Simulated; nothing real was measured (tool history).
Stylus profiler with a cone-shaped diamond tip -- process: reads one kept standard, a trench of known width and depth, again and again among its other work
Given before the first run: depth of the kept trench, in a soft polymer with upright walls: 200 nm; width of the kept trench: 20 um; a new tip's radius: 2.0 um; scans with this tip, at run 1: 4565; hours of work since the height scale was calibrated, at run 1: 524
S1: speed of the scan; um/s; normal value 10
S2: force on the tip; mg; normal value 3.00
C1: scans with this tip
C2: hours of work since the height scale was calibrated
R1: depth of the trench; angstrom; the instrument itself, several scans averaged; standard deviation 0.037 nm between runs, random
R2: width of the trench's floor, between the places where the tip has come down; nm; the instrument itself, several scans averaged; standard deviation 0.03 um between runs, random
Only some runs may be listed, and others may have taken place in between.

run     day  S1    S2    C1   C2      R1     R2
  1   0.000  10  3.00  4565  524  2020.4  17780
  2   0.417  10  3.00  4606  529  2021.0  17760
  3   1.117   2  3.00  4675  537  2020.4  17770
  4   1.925   2  3.00  4754  546  2020.3  17770
  5   2.458  10  3.00  4806  552  2021.1  17740
  6   3.125  10  3.00  4872  559  2020.3  17750
  7   3.796  10  3.00  4938  567  2019.8  17750
  8   4.775  10  3.00  5034  578  2020.2  17710
  9   5.400  10  3.00  5095  585  2019.8  17690
 10   6.288   3  3.00  5182  595  2019.9  17730
 11   7.300  10  3.00  5282  606  2020.8  17730
 12   7.825  10  8.66  5334  612  2044.4  17700
 13   8.296   5  3.00  5380  618  2020.4  17670
 14   9.192   5  3.00  5468  628  2019.1  17680
 15  10.000  19  3.00  5547  637  2019.6  17590
 16  10.525   2  4.65  5599  643  2027.8  17690
 17  10.958   4  1.62  5641  648  2011.9  17660
 18  11.412  25  1.23  5686  653  2009.3  17500
 19  12.017   2  1.25  5745  660  2009.6  17700
 20  12.871  30  7.17  5829  669  2038.2  17630
 21  13.696   2  1.71  5910  679  2012.8  17620
 22  14.571   2  1.71  5996  688  2012.0  17640
 23  15.225   2  1.71  6061  696  2012.1  17670
 24  15.933   6  1.94  6130  704  2014.1  17670
 25  16.471  23  5.07  6183  710  2029.5  17580
 26  17.104   5  2.49  6245  717  2016.6  17660
 27  18.092  12  3.00  6342  728  2019.7  17610

Branching from run 27: 5 alternative next runs. What would each branch give?
  A  19.075   4  5.40  6439  739   ?   ?
  B  19.075  10  3.83  6439  739   ?   ?
  C  19.075  39  7.58  6439  739   ?   ?
  D  19.075  10  7.14  6439  739   ?   ?
  E  19.075  16  3.75  6439  739   ?   ?

run      R1     R2
  A  2030.6  17690
  B  2023.8  17620
  C  2039.4  17490
  D  2038.2  17640
  E  2023.6  17540
With no hidden state in the tool, these same runs would have given:
run      R1     R2
  A  2034.5  18290
  B  2027.8  18220
  C  2043.4  18090
  D  2042.2  18230
  E  2027.5  18140

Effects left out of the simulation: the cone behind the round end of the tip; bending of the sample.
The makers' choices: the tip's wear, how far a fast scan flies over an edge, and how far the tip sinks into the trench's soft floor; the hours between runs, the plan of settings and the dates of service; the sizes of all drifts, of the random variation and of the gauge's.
